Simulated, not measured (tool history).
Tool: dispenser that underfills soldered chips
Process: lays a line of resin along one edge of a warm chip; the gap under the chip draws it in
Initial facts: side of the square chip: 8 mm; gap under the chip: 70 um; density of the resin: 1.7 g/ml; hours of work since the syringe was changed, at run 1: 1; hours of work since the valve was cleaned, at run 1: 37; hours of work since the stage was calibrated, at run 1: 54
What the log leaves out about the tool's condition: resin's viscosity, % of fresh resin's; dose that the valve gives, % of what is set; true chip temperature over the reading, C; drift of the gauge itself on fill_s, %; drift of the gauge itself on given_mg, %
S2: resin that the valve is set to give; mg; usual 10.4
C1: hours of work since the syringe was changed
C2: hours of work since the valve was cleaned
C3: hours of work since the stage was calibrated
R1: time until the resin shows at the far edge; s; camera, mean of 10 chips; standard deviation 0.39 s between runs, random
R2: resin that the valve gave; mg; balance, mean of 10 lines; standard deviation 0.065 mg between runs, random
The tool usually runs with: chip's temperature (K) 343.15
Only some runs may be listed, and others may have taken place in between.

{"run": 1, "hour": 0.0, "chip's temperature (K)": 343.15, "S2": 10.4, "C1": 1, "C2": 37, "C3": 54, "R1": 25.5, "R2": 10.13}
{"run": 2, "hour": 4.8, "chip's temperature (K)": 343.15, "S2": 10.4, "C1": 4, "C2": 40, "C3": 57, "R1": 30.1, "R2": 10.18}
{"run": 3, "hour": 9.5, "chip's temperature (K)": 343.15, "S2": 10.4, "C1": 7, "C2": 43, "C3": 60, "R1": 35.8, "R2": 9.97}
{"hour": 11.3, "done": "new syringe of resin"}
{"run": 4, "hour": 15.0, "chip's temperature (K)": 343.15, "S2": 10.4, "C1": 2, "C2": 47, "C3": 63, "R1": 28.2, "R2": 10.01}
{"run": 5, "hour": 18.5, "chip's temperature (K)": 343.15, "S2": 10.4, "C1": 5, "C2": 49, "C3": 66, "R1": 31.5, "R2": 10.05}
{"run": 6, "hour": 22.1, "chip's temperature (K)": 343.15, "S2": 10.4, "C1": 7, "C2": 51, "C3": 68, "R1": 36.5, "R2": 10.01}
{"hour": 23.7, "done": "new syringe of resin"}
{"run": 7, "hour": 27.2, "chip's temperature (K)": 343.15, "S2": 13.3, "C1": 2, "C2": 54, "C3": 71, "R1": 25.8, "R2": 12.68}
{"run": 8, "hour": 30.3, "chip's temperature (K)": 343.15, "S2": 13.3, "C1": 4, "C2": 56, "C3": 73, "R1": 29.8, "R2": 12.8}
{"run": 9, "hour": 34.8, "chip's temperature (K)": 343.15, "S2": 13.3, "C1": 7, "C2": 59, "C3": 76, "R1": 34, "R2": 12.72}
{"hour": 36.2, "done": "new syringe of resin"}
{"run": 10, "hour": 40.4, "chip's temperature (K)": 343.15, "S2": 10.4, "C1": 3, "C2": 62, "C3": 79, "R1": 28.1, "R2": 9.94}
{"run": 11, "hour": 44.8, "chip's temperature (K)": 343.15, "S2": 10.4, "C1": 6, "C2": 65, "C3": 82, "R1": 33.8, "R2": 9.83}
{"run": 12, "hour": 47.4, "chip's temperature (K)": 343.15, "S2": 10.4, "C1": 7, "C2": 67, "C3": 84, "R1": 36.6, "R2": 9.83}
{"hour": 48.9, "done": "new syringe of resin"}
{"run": 13, "hour": 54.1, "chip's temperature (K)": 343.15, "S2": 10.4, "C1": 3, "C2": 71, "C3": 88, "R1": 29.3, "R2": 9.89}
{"run": 14, "hour": 56.7, "chip's temperature (K)": 343.15, "S2": 10.4, "C1": 5, "C2": 72, "C3": 89, "R1": 31.7, "R2": 9.79}
{"run": 15, "hour": 59.6, "chip's temperature (K)": 343.15, "S2": 10.4, "C1": 7, "C2": 74, "C3": 91, "R1": 34.9, "R2": 9.7}
{"hour": 61.8, "done": "new syringe of resin"}
{"run": 16, "hour": 62.8, "chip's temperature (K)": 343.15, "S2": 12.4, "C1": 1, "C2": 76, "C3": 93, "R1": 24.1, "R2": 11.5}
{"run": 17, "hour": 66.3, "chip's temperature (K)": 343.15, "S2": 12.4, "C1": 3, "C2": 78, "C3": 95, "R1": 27.9, "R2": 11.55}
{"run": 18, "hour": 69.3, "chip's temperature (K)": 343.15, "S2": 12.4, "C1": 5, "C2": 80, "C3": 97, "R1": 30.5, "R2": 11.69}
{"run": 19, "hour": 72.4, "chip's temperature (K)": 346.15, "S2": 12, "C1": 7, "C2": 82, "C3": 99, "R1": 31.4, "R2": 11.11}
{"hour": 74.6, "done": "new syringe of resin"}
{"run": 20, "hour": 76.0, "chip's temperature (K)": 332.15, "S2": 9.3, "C1": 1, "C2": 84, "C3": 101, "R1": 40, "R2": 8.7}
{"run": 21, "hour": 81.6, "chip's temperature (K)": 337.15, "S2": 11, "C1": 4, "C2": 88, "C3": 105, "R1": 39, "R2": 10.16}
{"run": 22, "hour": 84.3, "chip's temperature (K)": 335.15, "S2": 10.2, "C1": 6, "C2": 90, "C3": 107, "R1": 46.1, "R2": 9.48}
{"hour": 87.0, "done": "new syringe of resin"}
{"run": 23, "hour": 90.4, "chip's temperature (K)": 335.15, "S2": 8.9, "C1": 2, "C2": 93, "C3": 110, "R1": 40.1, "R2": 8.22}
{"hour": 95.8, "done": "dispensing valve cleaned and set on the balance"}
{"run": 24, "hour": 95.8, "chip's temperature (K)": 335.15, "S2": 12, "C1": 5, "C2": 0, "C3": 113, "R1": 40.2, "R2": 12.02}
{"hour": 100.6, "done": "new syringe of resin"}
{"run": 25, "hour": 101.0, "chip's temperature (K)": 340.15, "S2": 8.8, "C1": 0, "C2": 3, "C3": 116, "R1": 29, "R2": 8.79}
{"run": 26, "hour": 105.8, "chip's temperature (K)": 343.15, "S2": 10.9, "C1": 3, "C2": 6, "C3": 119, "R1": 29.4, "R2": 10.7}
{"run": 27, "hour": 109.1, "chip's temperature (K)": 331.15, "S2": 12.2, "C1": 5, "C2": 8, "C3": 121, "R1": 50.3, "R2": 12.11}
{"run": 28, "hour": 112.0, "chip's temperature (K)": 331.15, "S2": 12.2, "C1": 7, "C2": 10, "C3": 123, "R1": 56.2, "R2": 11.96}
{"hour": 113.1, "done": "new syringe of resin"}
{"run": 29, "hour": 115.0, "chip's temperature (K)": 346.15, "S2": 13.1, "C1": 1, "C2": 12, "C3": 125, "R1": 22.2, "R2": 12.94}
{"run": 30, "hour": 118.9, "chip's temperature (K)": 355.15, "S2": 10.5, "C1": 4, "C2": 14, "C3": 127, "R1": 20, "R2": 10.41}
{"run": 31, "hour": 124.7, "chip's temperature (K)": 342.15, "S2": 9, "C1": 7, "C2": 18, "C3": 131, "R1": 39.9, "R2": 8.91}
{"hour": 125.7, "done": "new syringe of resin"}
{"run": 32, "hour": 128.2, "chip's temperature (K)": 347.15, "S2": 10.8, "C1": 2, "C2": 20, "C3": 133, "R1": 23.1, "R2": 10.56}
{"run": 33, "hour": 131.6, "chip's temperature (K)": 335.15, "S2": 13.2, "C1": 4, "C2": 22, "C3": 135, "R1": 39.4, "R2": 13.05}
{"run": 34, "hour": 134.5, "chip's temperature (K)": 349.15, "S2": 13.3, "C1": 6, "C2": 24, "C3": 137, "R1": 25.6, "R2": 12.94}
{"hour": 138.3, "done": "new syringe of resin"}
{"run": 35, "hour": 140.0, "chip's temperature (K)": 349.15, "S2": 13.3, "C1": 1, "C2": 27, "C3": 140, "R1": 20.2, "R2": 12.87}
{"run": 36, "hour": 144.6, "chip's temperature (K)": 355.15, "S2": 9.3, "C1": 4, "C2": 30, "C3": 143, "R1": 20.3, "R2": 9.12}

Branching from run 36: 3 alternative next runs. What would each branch give?
{"run": "A", "hour": 148.6, "chip's temperature (K)": 341.15, "S2": 12.8, "C1": 7, "C2": 33, "C3": 146, "R1": "?", "R2": "?"}
{"run": "B", "hour": 148.6, "chip's temperature (K)": 328.15, "S2": 9.4, "C1": 7, "C2": 33, "C3": 146, "R1": "?", "R2": "?"}
{"run": "C", "hour": 148.6, "chip's temperature (K)": 334.15, "S2": 10.8, "C1": 7, "C2": 33, "C3": 146, "R1": "?", "R2": "?"}

run=A R1=36.9 R2=12.33
run=B R1=65.3 R2=9.17
run=C R1=48.8 R2=10.42
With no hidden state in the tool, these same runs would have given:
run=A R1=25.8 R2=12.71
run=B R1=45.6 R2=9.45
run=C R1=34.2 R2=10.73
